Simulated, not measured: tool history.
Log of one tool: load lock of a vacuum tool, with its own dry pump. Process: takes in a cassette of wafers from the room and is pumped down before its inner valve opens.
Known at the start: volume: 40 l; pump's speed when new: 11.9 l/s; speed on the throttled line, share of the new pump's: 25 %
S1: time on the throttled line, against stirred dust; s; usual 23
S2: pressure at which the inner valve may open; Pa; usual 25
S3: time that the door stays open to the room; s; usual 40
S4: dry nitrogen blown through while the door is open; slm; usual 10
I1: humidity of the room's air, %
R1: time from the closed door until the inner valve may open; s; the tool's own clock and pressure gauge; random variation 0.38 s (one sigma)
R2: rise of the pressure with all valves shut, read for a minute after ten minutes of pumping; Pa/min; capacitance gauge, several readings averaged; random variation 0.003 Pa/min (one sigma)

{"run": 1, "hour": 0.0, "S1": 23, "S2": 25, "S3": 40, "S4": 10, "I1": 43.9, "R1": 45.4, "R2": 0.017}
{"run": 2, "hour": 63.6, "S1": 23, "S2": 25, "S3": 40, "S4": 10, "I1": 45.2, "R1": 45.6, "R2": 0.026}
{"run": 3, "hour": 170.4, "S1": 23, "S2": 25, "S3": 40, "S4": 10, "I1": 44.2, "R1": 45.4, "R2": 0.024}
{"run": 4, "hour": 283.1, "S1": 23, "S2": 25, "S3": 40, "S4": 10, "I1": 45.1, "R1": 45.5, "R2": 0.02}
{"run": 5, "hour": 387.4, "S1": 23, "S2": 25, "S3": 40, "S4": 10, "I1": 46.1, "R1": 44.3, "R2": 0.021}
{"run": 6, "hour": 486.3, "S1": 23, "S2": 25, "S3": 86, "S4": 10, "I1": 43.8, "R1": 44.9, "R2": 0.028}
{"run": 7, "hour": 542.7, "S1": 23, "S2": 25, "S3": 86, "S4": 10, "I1": 43.4, "R1": 45.7, "R2": 0.032}
{"run": 8, "hour": 660.3, "S1": 23, "S2": 25, "S3": 86, "S4": 10, "I1": 47.1, "R1": 45.5, "R2": 0.033}
{"run": 9, "hour": 759.1, "S1": 23, "S2": 25, "S3": 86, "S4": 6, "I1": 43.8, "R1": 45.6, "R2": 0.035}
{"run": 10, "hour": 862.7, "S1": 23, "S2": 25, "S3": 29, "S4": 6, "I1": 46, "R1": 44.7, "R2": 0.024}
{"run": 11, "hour": 988.2, "S1": 23, "S2": 25, "S3": 149, "S4": 10, "I1": 45.8, "R1": 45.4, "R2": 0.043}
{"run": 12, "hour": 1089.0, "S1": 19, "S2": 19, "S3": 52, "S4": 10, "I1": 41.7, "R1": 43.1, "R2": 0.025}
{"run": 13, "hour": 1196.4, "S1": 23, "S2": 25, "S3": 40, "S4": 9, "I1": 44.1, "R1": 44.9, "R2": 0.022}
{"run": 14, "hour": 1285.5, "S1": 23, "S2": 25, "S3": 40, "S4": 32, "I1": 46.4, "R1": 45.7, "R2": 0.018}
{"run": 15, "hour": 1354.6, "S1": 24, "S2": 25, "S3": 131, "S4": 32, "I1": 46.2, "R1": 46.4, "R2": 0.019}
{"run": 16, "hour": 1485.5, "S1": 23, "S2": 35, "S3": 99, "S4": 5, "I1": 46.8, "R1": 45.1, "R2": 0.042}
{"run": 17, "hour": 1617.2, "S1": 23, "S2": 25, "S3": 62, "S4": 8, "I1": 40.4, "R1": 45.4, "R2": 0.025}
{"run": 18, "hour": 1704.3, "S1": 23, "S2": 25, "S3": 62, "S4": 8, "I1": 46.6, "R1": 45.8, "R2": 0.027}

5 ways to go on from here, each from the tool as it stands after run 18. What would each give?
{"run": "A", "hour": 1794.7, "S1": 23, "S2": 28, "S3": 203, "S4": 8, "I1": 43.5, "R1": "?", "R2": "?"}
{"run": "B", "hour": 1794.7, "S1": 35, "S2": 25, "S3": 62, "S4": 6, "I1": 45.7, "R1": "?", "R2": "?"}
{"run": "C", "hour": 1794.7, "S1": 23, "S2": 25, "S3": 29, "S4": 10, "I1": 43.4, "R1": "?", "R2": "?"}
{"run": "D", "hour": 1794.7, "S1": 20, "S2": 25, "S3": 54, "S4": 7, "I1": 44.7, "R1": "?", "R2": "?"}
{"run": "E", "hour": 1794.7, "S1": 23, "S2": 25, "S3": 62, "S4": 34, "I1": 45.1, "R1": "?", "R2": "?"}

run=A R1=45 R2=0.048
run=B R1=54.2 R2=0.034
run=C R1=45.4 R2=0.02
run=D R1=42.7 R2=0.032
run=E R1=44.7 R2=0.016
Without the tool's hidden state the same runs would have given:
run=A R1=45 R2=0.048
run=B R1=54.2 R2=0.033
run=C R1=45.4 R2=0.019
run=D R1=42.7 R2=0.031
run=E R1=44.7 R2=0.015
